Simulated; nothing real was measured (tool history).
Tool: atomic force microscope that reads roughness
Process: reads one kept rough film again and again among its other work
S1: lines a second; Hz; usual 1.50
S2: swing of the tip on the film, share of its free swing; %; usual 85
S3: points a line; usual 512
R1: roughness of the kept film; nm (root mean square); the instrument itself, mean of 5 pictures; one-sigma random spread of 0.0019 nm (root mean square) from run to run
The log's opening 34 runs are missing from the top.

run	hour	S1	S2	S3	R1
35	850.8	1.50	84	320	0.457
36	878.5	1.50	84	320	0.452
# hour 881.8: new tip fitted
37	898.6	1.50	68	512	0.481
38	918.0	0.55	61	799	0.501
39	951.9	1.08	79	677	0.481
40	981.8	0.83	79	892	0.487
41	1012.4	2.14	79	512	0.457
42	1034.3	2.82	79	512	0.443
43	1056.7	2.82	79	512	0.447
# hour 1067.0: new tip fitted
44	1079.3	2.82	79	512	0.450
45	1111.3	2.82	79	512	0.446
46	1144.8	2.82	65	337	0.471
47	1168.1	2.82	65	337	0.467
48	1184.4	2.88	62	473	0.473
49	1200.7	1.90	64	482	0.485
50	1232.6	2.19	85	512	0.446
51	1249.0	2.47	59	905	0.488
# hour 1251.9: new tip fitted
52	1281.8	2.23	56	905	0.491
53	1306.0	2.02	72	383	0.469
54	1334.1	2.02	72	383	0.470

What if the next run were any one of these 3? Each begins from the tool's condition after run 54:
A	1361.0	0.57	75	812	?
B	1361.0	1.50	85	437	?
C	1361.0	3.72	85	512	?

run	R1
A	0.493
B	0.459
C	0.413
What these runs would have given with no unlogged condition in the tool:
run	R1
A	0.494
B	0.460
C	0.414
